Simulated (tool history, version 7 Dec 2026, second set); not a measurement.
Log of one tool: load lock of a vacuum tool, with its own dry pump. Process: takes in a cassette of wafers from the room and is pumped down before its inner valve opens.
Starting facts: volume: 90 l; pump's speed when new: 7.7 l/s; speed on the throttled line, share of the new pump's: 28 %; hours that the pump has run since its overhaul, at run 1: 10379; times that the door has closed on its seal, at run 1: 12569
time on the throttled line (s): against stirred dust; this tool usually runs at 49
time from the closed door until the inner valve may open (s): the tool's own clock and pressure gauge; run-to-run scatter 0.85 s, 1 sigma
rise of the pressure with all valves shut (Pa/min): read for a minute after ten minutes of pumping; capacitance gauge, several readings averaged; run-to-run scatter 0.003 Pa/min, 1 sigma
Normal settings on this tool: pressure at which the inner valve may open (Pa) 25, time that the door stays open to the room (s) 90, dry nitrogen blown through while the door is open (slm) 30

run	day	time on the throttled line (s)	pressure at which the inner valve may open (Pa)	time that the door stays open to the room (s)	dry nitrogen blown through while the door is open (slm)	hours that the pump has run since its overhaul	times that the door has closed on its seal	incoming humidity of the room's air, %	time from the closed door until the inner valve may open (s)	rise of the pressure with all valves shut (Pa/min)
1	0.000	49	25	90	30	10379	12569	46.0	152.0	0.169
# day 3.229: dry pump taken out, an overhauled one fitted
2	11.708	45	25	90	30	204	13808	47.4	130.8	0.189
3	20.075	49	25	90	30	404	14713	43.4	134.5	0.204
4	30.633	49	46	90	30	658	15855	44.2	127.5	0.234
5	47.375	49	46	90	30	1059	17665	46.0	128.6	0.260
6	61.762	49	46	65	30	1405	19221	48.0	128.6	0.295
7	69.583	49	46	65	30	1593	20067	48.2	128.3	0.320
8	86.633	49	46	30	30	2002	21910	43.6	130.9	0.353
9	103.638	49	46	30	30	2410	23749	44.7	128.9	0.403
10	119.512	49	46	30	30	2791	25466	47.3	130.7	0.443
11	133.054	49	46	30	30	3116	26930	42.8	131.8	0.476
12	148.583	49	25	90	30	3489	28610	45.8	138.8	0.528
13	158.067	49	25	90	30	3716	29635	45.4	139.3	0.567
14	170.375	49	25	90	30	4012	30966	42.8	140.5	0.600
15	187.838	49	34	90	30	4431	32855	46.2	136.4	0.669
# day 189.388: door's seal changed, seat wiped
16	200.583	49	34	90	30	4735	1211	42.2	137.3	0.022
17	215.692	49	20	90	30	5098	2845	44.3	146.1	0.037
18	229.208	49	20	90	30	5422	4307	43.2	147.6	0.049
19	240.529	33	20	90	30	5694	5531	48.5	136.4	0.058
20	256.500	73	27	216	30	6077	7258	43.5	162.0	0.087
21	267.362	49	25	166	13	6338	8433	50.0	145.1	0.111
22	281.612	49	25	166	13	6680	9973	45.6	147.2	0.124
23	300.446	49	25	166	13	7132	12010	46.7	146.6	0.148
24	312.558	49	32	90	30	7422	13320	42.3	144.1	0.152
25	326.658	26	32	90	30	7761	14845	44.2	130.8	0.175
26	341.825	26	32	90	30	8125	16485	46.8	130.1	0.212
27	359.233	26	34	36	34	8543	18367	44.7	129.9	0.240
28	376.700	26	34	36	34	8962	20256	48.9	132.7	0.275
29	393.279	62	25	90	30	9360	22049	44.3	160.0	0.325
30	407.762	94	39	108	34	9707	23615	47.5	175.7	0.358
31	420.729	49	19	60	30	10019	25018	47.8	157.5	0.385
32	432.892	25	19	103	4	10310	26333	45.1	143.5	0.453
# day 438.833: dry pump taken out, an overhauled one fitted
33	447.546	54	25	73	30	209	27890	46.9	136.3	0.467
34	457.800	49	20	90	30	455	28999	46.8	135.2	0.505
35	468.279	49	20	90	30	707	30132	46.9	137.3	0.543

Hidden state or all else? Some run-to-run changes of time from the closed door until the inner valve may open (s), split into what the settings, what came in and random variation would give without the hidden state, and what is left for the hidden state (with any gauge scatter that isn't in both results):
The hidden state here: pump's speed, % of a new pump's; leak at the door's seal, Pa l/s; drift of the gauge itself on ready_s, %; drift of the gauge itself on rise_pa_min, %.
Run 1 -> 2: time on the throttled line (s) 49 -> 45, dry pump taken out, an overhauled one fitted. time from the closed door until the inner valve may open (s) -21.2: hidden state -17.4, all else -3.8.
Run 19 -> 20: time on the throttled line (s) 33 -> 73, pressure at which the inner valve may open (Pa) 20 -> 27, time that the door stays open to the room (s) 90 -> 216. time from the closed door until the inner valve may open (s) +25.6: hidden state -1.2, all else +26.8.
Run 28 -> 29: time on the throttled line (s) 26 -> 62, pressure at which the inner valve may open (Pa) 34 -> 25, time that the door stays open to the room (s) 36 -> 90, dry nitrogen blown through while the door is open (slm) 34 -> 30. time from the closed door until the inner valve may open (s) +27.3: hidden state -1.1, all else +28.4.
Run 30 -> 31: time on the throttled line (s) 94 -> 49, pressure at which the inner valve may open (Pa) 39 -> 19, time that the door stays open to the room (s) 108 -> 60, dry nitrogen blown through while the door is open (slm) 34 -> 30. time from the closed door until the inner valve may open (s) -18.2: hidden state +6.0, all else -24.2.
Run 32 -> 33: time on the throttled line (s) 25 -> 54, pressure at which the inner valve may open (Pa) 19 -> 25, time that the door stays open to the room (s) 103 -> 73, dry nitrogen blown through while the door is open (slm) 4 -> 30, dry pump taken out, an overhauled one fitted. time from the closed door until the inner valve may open (s) -7.2: hidden state -24.6, all else +17.4.
